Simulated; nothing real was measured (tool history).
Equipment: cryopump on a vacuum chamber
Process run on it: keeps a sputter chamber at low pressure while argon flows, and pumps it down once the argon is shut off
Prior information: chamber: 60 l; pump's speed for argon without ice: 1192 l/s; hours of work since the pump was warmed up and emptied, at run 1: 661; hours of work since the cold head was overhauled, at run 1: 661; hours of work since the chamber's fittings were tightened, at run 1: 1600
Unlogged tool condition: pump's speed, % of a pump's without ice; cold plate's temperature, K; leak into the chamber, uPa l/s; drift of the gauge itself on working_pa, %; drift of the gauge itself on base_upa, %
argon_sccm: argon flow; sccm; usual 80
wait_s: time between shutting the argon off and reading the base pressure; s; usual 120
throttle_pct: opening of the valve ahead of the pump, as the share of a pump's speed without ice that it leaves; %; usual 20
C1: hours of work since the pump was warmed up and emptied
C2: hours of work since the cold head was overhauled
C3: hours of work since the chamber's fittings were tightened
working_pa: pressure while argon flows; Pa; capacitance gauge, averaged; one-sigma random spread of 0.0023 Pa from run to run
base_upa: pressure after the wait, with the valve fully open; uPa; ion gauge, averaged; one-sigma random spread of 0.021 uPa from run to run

run 1 hour=0.0 | argon_sccm=80 wait_s=120 throttle_pct=20 | C1=661 C2=661 C3=1600 | working_pa=0.5891 base_upa=1.02
run 2 hour=44.5 | argon_sccm=80 wait_s=120 throttle_pct=20 | C1=696 C2=696 C3=1634 | working_pa=0.5978 base_upa=1.02
run 3 hour=79.9 | argon_sccm=83 wait_s=120 throttle_pct=20 | C1=723 C2=723 C3=1662 | working_pa=0.6178 base_upa=1.03
run 4 hour=113.9 | argon_sccm=83 wait_s=120 throttle_pct=20 | C1=749 C2=749 C3=1688 | working_pa=0.6173 base_upa=1.05
run 5 hour=155.3 | argon_sccm=83 wait_s=120 throttle_pct=20 | C1=781 C2=781 C3=1720 | working_pa=0.6224 base_upa=1.09
run 6 hour=201.7 | argon_sccm=80 wait_s=120 throttle_pct=20 | C1=817 C2=817 C3=1756 | working_pa=0.5964 base_upa=1.09
run 7 hour=230.1 | argon_sccm=80 wait_s=120 throttle_pct=20 | C1=839 C2=839 C3=1778 | working_pa=0.5955 base_upa=1.12
run 8 hour=267.2 | argon_sccm=80 wait_s=193 throttle_pct=20 | C1=868 C2=868 C3=1806 | working_pa=0.5991 base_upa=1.03
run 9 hour=315.9 | argon_sccm=80 wait_s=193 throttle_pct=20 | C1=905 C2=905 C3=1844 | working_pa=0.6026 base_upa=1.03
run 10 hour=374.8 | argon_sccm=80 wait_s=120 throttle_pct=20 | C1=951 C2=951 C3=1889 | working_pa=0.6075 base_upa=1.20
run 11 hour=422.4 | argon_sccm=80 wait_s=120 throttle_pct=20 | C1=988 C2=988 C3=1926 | working_pa=0.6061 base_upa=1.17
run 12 hour=472.9 | argon_sccm=80 wait_s=120 throttle_pct=20 | C1=1026 C2=1026 C3=1965 | working_pa=0.6067 base_upa=1.21
run 13 hour=502.6 | argon_sccm=80 wait_s=120 throttle_pct=20 | C1=1049 C2=1049 C3=1988 | working_pa=0.6090 base_upa=1.28
run 14 hour=558.8 | argon_sccm=80 wait_s=120 throttle_pct=20 | C1=1093 C2=1093 C3=2031 | working_pa=0.6084 base_upa=1.23
run 15 hour=601.1 | argon_sccm=43 wait_s=120 throttle_pct=20 | C1=1126 C2=1126 C3=2064 | working_pa=0.3288 base_upa=1.32
-- hour=610.9 pump warmed up, emptied and cooled again
run 16 hour=665.6 | argon_sccm=72 wait_s=120 throttle_pct=51 | C1=42 C2=1172 C3=2110 | working_pa=0.2035 base_upa=1.01
run 17 hour=712.4 | argon_sccm=56 wait_s=107 throttle_pct=23 | C1=78 C2=1208 C3=2146 | working_pa=0.3456 base_upa=1.11
run 18 hour=771.3 | argon_sccm=56 wait_s=107 throttle_pct=23 | C1=124 C2=1253 C3=2192 | working_pa=0.3496 base_upa=1.06
run 19 hour=804.2 | argon_sccm=56 wait_s=107 throttle_pct=23 | C1=149 C2=1279 C3=2217 | working_pa=0.3499 base_upa=1.13
run 20 hour=854.1 | argon_sccm=56 wait_s=107 throttle_pct=23 | C1=188 C2=1317 C3=2256 | working_pa=0.3496 base_upa=1.09
run 21 hour=889.4 | argon_sccm=56 wait_s=107 throttle_pct=23 | C1=215 C2=1344 C3=2283 | working_pa=0.3528 base_upa=1.12
run 22 hour=927.6 | argon_sccm=91 wait_s=107 throttle_pct=35 | C1=245 C2=1374 C3=2312 | working_pa=0.3814 base_upa=1.11
run 23 hour=983.1 | argon_sccm=91 wait_s=107 throttle_pct=35 | C1=287 C2=1417 C3=2355 | working_pa=0.3775 base_upa=1.07
run 24 hour=1035.7 | argon_sccm=66 wait_s=120 throttle_pct=20 | C1=328 C2=1457 C3=2396 | working_pa=0.4764 base_upa=1.18
run 25 hour=1080.2 | argon_sccm=35 wait_s=120 throttle_pct=52 | C1=362 C2=1492 C3=2430 | working_pa=0.1012 base_upa=1.16
run 26 hour=1141.0 | argon_sccm=80 wait_s=37 throttle_pct=35 | C1=409 C2=1539 C3=2477 | working_pa=0.3394 base_upa=1.80
run 27 hour=1195.5 | argon_sccm=43 wait_s=100 throttle_pct=31 | C1=452 C2=1581 C3=2519 | working_pa=0.2041 base_upa=1.23
run 28 hour=1250.1 | argon_sccm=69 wait_s=100 throttle_pct=31 | C1=494 C2=1623 C3=2562 | working_pa=0.3312 base_upa=1.27
run 29 hour=1305.0 | argon_sccm=69 wait_s=100 throttle_pct=31 | C1=536 C2=1665 C3=2604 | working_pa=0.3305 base_upa=1.30
run 30 hour=1338.6 | argon_sccm=80 wait_s=120 throttle_pct=23 | C1=562 C2=1691 C3=2630 | working_pa=0.5142 base_upa=1.23

Take each entry between the runs: how does the hidden state at the last listed run before it differ from the hidden state at the first listed run after it?
In the gap between runs 15 and 16: pump warmed up, emptied and cooled again (hour 610.9)
  pump's speed, % of a pump's without ice: 72.8 -> 98.4; cold plate's temperature, K: 12.74 -> 12.76; leak into the chamber, uPa l/s: 862 -> 874
  the result without the hidden state subtracted from the measured one, working_pa: +0.0240 -> +0.0032 Pa; base_upa: +0.77 -> +0.50 uPa
